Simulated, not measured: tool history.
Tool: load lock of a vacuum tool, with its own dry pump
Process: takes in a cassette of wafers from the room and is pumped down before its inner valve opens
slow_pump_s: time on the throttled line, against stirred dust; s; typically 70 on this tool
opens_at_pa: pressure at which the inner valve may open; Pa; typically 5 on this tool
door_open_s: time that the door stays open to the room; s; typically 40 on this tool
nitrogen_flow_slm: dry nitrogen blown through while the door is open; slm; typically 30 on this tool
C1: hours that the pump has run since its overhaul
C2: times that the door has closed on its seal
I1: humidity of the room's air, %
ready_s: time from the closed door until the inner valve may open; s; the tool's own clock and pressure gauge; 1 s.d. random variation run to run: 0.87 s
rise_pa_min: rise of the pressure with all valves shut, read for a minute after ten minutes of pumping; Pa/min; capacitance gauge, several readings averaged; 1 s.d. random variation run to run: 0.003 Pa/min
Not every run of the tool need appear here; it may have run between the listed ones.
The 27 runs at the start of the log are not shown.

run 28 hour=4396 | slow_pump_s=86 opens_at_pa=9 door_open_s=31 nitrogen_flow_slm=11 | C1=10382 C2=14205 | I1=44 | ready_s=155.4 rise_pa_min=0.149
run 29 hour=4604 | slow_pump_s=71 opens_at_pa=5 door_open_s=40 nitrogen_flow_slm=30 | C1=10590 C2=14750 | I1=41 | ready_s=150.8 rise_pa_min=0.156
run 30 hour=4697.8 | slow_pump_s=69 opens_at_pa=5 door_open_s=40 nitrogen_flow_slm=42 | C1=10684 C2=14995 | I1=44.2 | ready_s=148.5 rise_pa_min=0.152
run 31 hour=4834.3 | slow_pump_s=43 opens_at_pa=7 door_open_s=63 nitrogen_flow_slm=12 | C1=10821 C2=15353 | I1=46.6 | ready_s=125.1 rise_pa_min=0.178
run 32 hour=4972 | slow_pump_s=40 opens_at_pa=7 door_open_s=40 nitrogen_flow_slm=7 | C1=10958 C2=15713 | I1=42.2 | ready_s=124.1 rise_pa_min=0.176
run 33 hour=5092.1 | slow_pump_s=42 opens_at_pa=5 door_open_s=40 nitrogen_flow_slm=9 | C1=11079 C2=16027 | I1=48.4 | ready_s=128 rise_pa_min=0.187
run 34 hour=5201.3 | slow_pump_s=42 opens_at_pa=5 door_open_s=44 nitrogen_flow_slm=9 | C1=11188 C2=16313 | I1=48 | ready_s=128 rise_pa_min=0.187
run 35 hour=5398.3 | slow_pump_s=42 opens_at_pa=5 door_open_s=44 nitrogen_flow_slm=5 | C1=11385 C2=16828 | I1=45.2 | ready_s=128.7 rise_pa_min=0.195
run 36 hour=5574.2 | slow_pump_s=42 opens_at_pa=5 door_open_s=44 nitrogen_flow_slm=5 | C1=11561 C2=17289 | I1=43.9 | ready_s=128.1 rise_pa_min=0.198
run 37 hour=5709.8 | slow_pump_s=42 opens_at_pa=5 door_open_s=44 nitrogen_flow_slm=5 | C1=11696 C2=17644 | I1=42.5 | ready_s=128.3 rise_pa_min=0.207

What if the next run were any one of these 3? Each begins from the tool's condition after run 37:
run A hour=5825.3 | slow_pump_s=42 opens_at_pa=5 door_open_s=44 nitrogen_flow_slm=11 | C1=11812 C2=17946 | I1=41.1 | ready_s=? rise_pa_min=?
run B hour=5825.3 | slow_pump_s=132 opens_at_pa=5 door_open_s=44 nitrogen_flow_slm=32 | C1=11812 C2=17946 | I1=46.3 | ready_s=? rise_pa_min=?
run C hour=5825.3 | slow_pump_s=128 opens_at_pa=5 door_open_s=40 nitrogen_flow_slm=30 | C1=11812 C2=17946 | I1=43.8 | ready_s=? rise_pa_min=?

run=A ready_s=130 rise_pa_min=0.211
run=B ready_s=198.7 rise_pa_min=0.202
run=C ready_s=195.8 rise_pa_min=0.201
With the hidden condition removed and each run's random variation left untouched, the same runs would have given:
run=A ready_s=125.6 rise_pa_min=0.022
run=B ready_s=195.3 rise_pa_min=0.017
run=C ready_s=192.4 rise_pa_min=0.016
